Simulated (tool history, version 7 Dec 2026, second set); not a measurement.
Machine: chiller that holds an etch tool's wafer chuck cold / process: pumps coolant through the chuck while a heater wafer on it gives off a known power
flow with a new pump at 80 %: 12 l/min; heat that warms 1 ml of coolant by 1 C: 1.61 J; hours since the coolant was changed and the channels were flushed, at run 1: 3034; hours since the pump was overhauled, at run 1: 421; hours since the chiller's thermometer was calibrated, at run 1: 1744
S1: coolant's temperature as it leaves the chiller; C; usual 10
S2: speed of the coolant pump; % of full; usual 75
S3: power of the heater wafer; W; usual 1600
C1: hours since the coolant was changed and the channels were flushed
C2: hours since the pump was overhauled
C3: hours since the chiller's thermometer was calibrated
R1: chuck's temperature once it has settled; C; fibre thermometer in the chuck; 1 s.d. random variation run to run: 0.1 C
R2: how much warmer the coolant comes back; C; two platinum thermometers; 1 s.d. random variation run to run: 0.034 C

{"run": 1, "hour": 0.0, "S1": 10, "S2": 75, "S3": 1600, "C1": 3034, "C2": 421, "C3": 1744, "R1": 23.5, "R2": 5.4}
{"run": 2, "hour": 21.5, "S1": 10, "S2": 75, "S3": 1600, "C1": 3055, "C2": 443, "C3": 1765, "R1": 23.3, "R2": 5.4}
{"run": 3, "hour": 49.1, "S1": 10, "S2": 75, "S3": 1600, "C1": 3083, "C2": 470, "C3": 1793, "R1": 23.4, "R2": 5.38}
{"run": 4, "hour": 72.3, "S1": 10, "S2": 75, "S3": 1600, "C1": 3106, "C2": 493, "C3": 1816, "R1": 23.4, "R2": 5.41}
{"run": 5, "hour": 103.1, "S1": 10, "S2": 75, "S3": 1600, "C1": 3137, "C2": 524, "C3": 1847, "R1": 23.3, "R2": 5.46}
{"run": 6, "hour": 124.8, "S1": 10, "S2": 75, "S3": 1415, "C1": 3158, "C2": 546, "C3": 1868, "R1": 21.8, "R2": 4.84}
{"run": 7, "hour": 143.9, "S1": 10, "S2": 75, "S3": 1415, "C1": 3177, "C2": 565, "C3": 1888, "R1": 21.8, "R2": 4.84}
{"run": 8, "hour": 171.6, "S1": 10, "S2": 75, "S3": 1415, "C1": 3205, "C2": 593, "C3": 1915, "R1": 21.7, "R2": 4.82}
{"run": 9, "hour": 199.5, "S1": 10, "S2": 75, "S3": 1415, "C1": 3233, "C2": 621, "C3": 1943, "R1": 21.8, "R2": 4.8}
{"run": 10, "hour": 229.1, "S1": 10, "S2": 75, "S3": 1415, "C1": 3263, "C2": 650, "C3": 1973, "R1": 21.7, "R2": 4.87}
{"run": 11, "hour": 244.9, "S1": 10, "S2": 75, "S3": 1600, "C1": 3278, "C2": 666, "C3": 1989, "R1": 23.4, "R2": 5.47}
{"run": 12, "hour": 274.9, "S1": 10, "S2": 75, "S3": 1600, "C1": 3308, "C2": 696, "C3": 2019, "R1": 23.5, "R2": 5.55}
{"run": 13, "hour": 302.0, "S1": 10, "S2": 75, "S3": 1078, "C1": 3336, "C2": 723, "C3": 2046, "R1": 19, "R2": 3.7}
{"run": 14, "hour": 327.1, "S1": 10, "S2": 75, "S3": 1600, "C1": 3361, "C2": 748, "C3": 2071, "R1": 23.4, "R2": 5.5}
{"run": 15, "hour": 348.6, "S1": 10, "S2": 75, "S3": 1600, "C1": 3382, "C2": 770, "C3": 2092, "R1": 23.2, "R2": 5.57}

Run 16 has not been measured yet. What should we expect?
{"run": 16, "hour": 379.1, "S1": 10, "S2": 75, "S3": 1600, "C1": 3413, "C2": 800, "C3": 2123, "R1": "?", "R2": "?"}

Run 16 came out at R1 23.3 C, R2 5.61 C.
With the hidden condition absent and the run-to-run variation left alone, this run would have shown R1 23.3 C, R2 5.42 C.
